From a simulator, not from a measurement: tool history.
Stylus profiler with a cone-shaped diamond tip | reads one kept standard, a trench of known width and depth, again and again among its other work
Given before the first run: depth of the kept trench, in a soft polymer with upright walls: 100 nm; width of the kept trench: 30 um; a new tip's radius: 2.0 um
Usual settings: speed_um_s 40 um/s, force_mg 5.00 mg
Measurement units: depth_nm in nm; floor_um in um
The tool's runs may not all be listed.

{"run": 1, "hour": 0.0, "speed_um_s": 40, "force_mg": 5.0, "depth_nm": 101.7, "floor_um": 28.35}
{"run": 2, "hour": 42.1, "speed_um_s": 40, "force_mg": 4.02, "depth_nm": 101.53, "floor_um": 28.33}
{"run": 3, "hour": 82.5, "speed_um_s": 40, "force_mg": 4.02, "depth_nm": 101.65, "floor_um": 28.38}
{"run": 4, "hour": 118.3, "speed_um_s": 40, "force_mg": 5.0, "depth_nm": 101.79, "floor_um": 28.33}
{"run": 5, "hour": 144.7, "speed_um_s": 40, "force_mg": 13.06, "depth_nm": 102.92, "floor_um": 28.38}
{"hour": 172.9, "done": "height scale calibrated on a step standard"}
{"run": 6, "hour": 189.9, "speed_um_s": 40, "force_mg": 13.06, "depth_nm": 103.23, "floor_um": 28.4}
{"run": 7, "hour": 234.9, "speed_um_s": 29, "force_mg": 5.0, "depth_nm": 102.06, "floor_um": 28.38}
{"run": 8, "hour": 258.1, "speed_um_s": 29, "force_mg": 5.0, "depth_nm": 102.08, "floor_um": 28.38}
{"run": 9, "hour": 307.3, "speed_um_s": 29, "force_mg": 5.0, "depth_nm": 102.04, "floor_um": 28.29}
{"hour": 312.2, "done": "height scale calibrated on a step standard, once more"}
{"run": 10, "hour": 352.1, "speed_um_s": 29, "force_mg": 5.0, "depth_nm": 101.25, "floor_um": 28.4}
{"run": 11, "hour": 378.8, "speed_um_s": 40, "force_mg": 10.31, "depth_nm": 102.04, "floor_um": 28.36}
{"run": 12, "hour": 431.1, "speed_um_s": 40, "force_mg": 5.0, "depth_nm": 101.3, "floor_um": 28.31}
{"run": 13, "hour": 471.5, "speed_um_s": 21, "force_mg": 4.55, "depth_nm": 101.25, "floor_um": 28.36}
{"run": 14, "hour": 495.2, "speed_um_s": 21, "force_mg": 12.87, "depth_nm": 102.44, "floor_um": 28.36}
{"run": 15, "hour": 518.6, "speed_um_s": 83, "force_mg": 13.7, "depth_nm": 102.58, "floor_um": 28.21}
{"run": 16, "hour": 554.8, "speed_um_s": 11, "force_mg": 2.18, "depth_nm": 100.75, "floor_um": 28.38}
{"run": 17, "hour": 598.8, "speed_um_s": 11, "force_mg": 2.18, "depth_nm": 100.7, "floor_um": 28.37}
{"run": 18, "hour": 625.3, "speed_um_s": 136, "force_mg": 8.52, "depth_nm": 101.97, "floor_um": 28.07}
{"run": 19, "hour": 668.0, "speed_um_s": 136, "force_mg": 8.52, "depth_nm": 101.87, "floor_um": 28.01}
{"run": 20, "hour": 718.5, "speed_um_s": 10, "force_mg": 5.0, "depth_nm": 101.31, "floor_um": 28.44}
{"run": 21, "hour": 741.0, "speed_um_s": 109, "force_mg": 1.99, "depth_nm": 100.8, "floor_um": 27.77}
{"run": 22, "hour": 766.3, "speed_um_s": 17, "force_mg": 4.08, "depth_nm": 101.22, "floor_um": 28.34}
{"run": 23, "hour": 803.0, "speed_um_s": 17, "force_mg": 4.08, "depth_nm": 101.19, "floor_um": 28.34}

Here are 4 independent what-if runs from the current tool condition. What would each one return?
{"run": "A", "hour": 827.2, "speed_um_s": 24, "force_mg": 11.36, "depth_nm": "?", "floor_um": "?"}
{"run": "B", "hour": 827.2, "speed_um_s": 47, "force_mg": 12.61, "depth_nm": "?", "floor_um": "?"}
{"run": "C", "hour": 827.2, "speed_um_s": 30, "force_mg": 4.08, "depth_nm": "?", "floor_um": "?"}
{"run": "D", "hour": 827.2, "speed_um_s": 11, "force_mg": 4.08, "depth_nm": "?", "floor_um": "?"}

run=A depth_nm=102.36 floor_um=28.35
run=B depth_nm=102.46 floor_um=28.33
run=C depth_nm=101.23 floor_um=28.29
run=D depth_nm=101.28 floor_um=28.36
What these runs would have given with no unlogged condition in the tool:
run=A depth_nm=102.23 floor_um=28.70
run=B depth_nm=102.33 floor_um=28.67
run=C depth_nm=101.10 floor_um=28.64
run=D depth_nm=101.15 floor_um=28.71
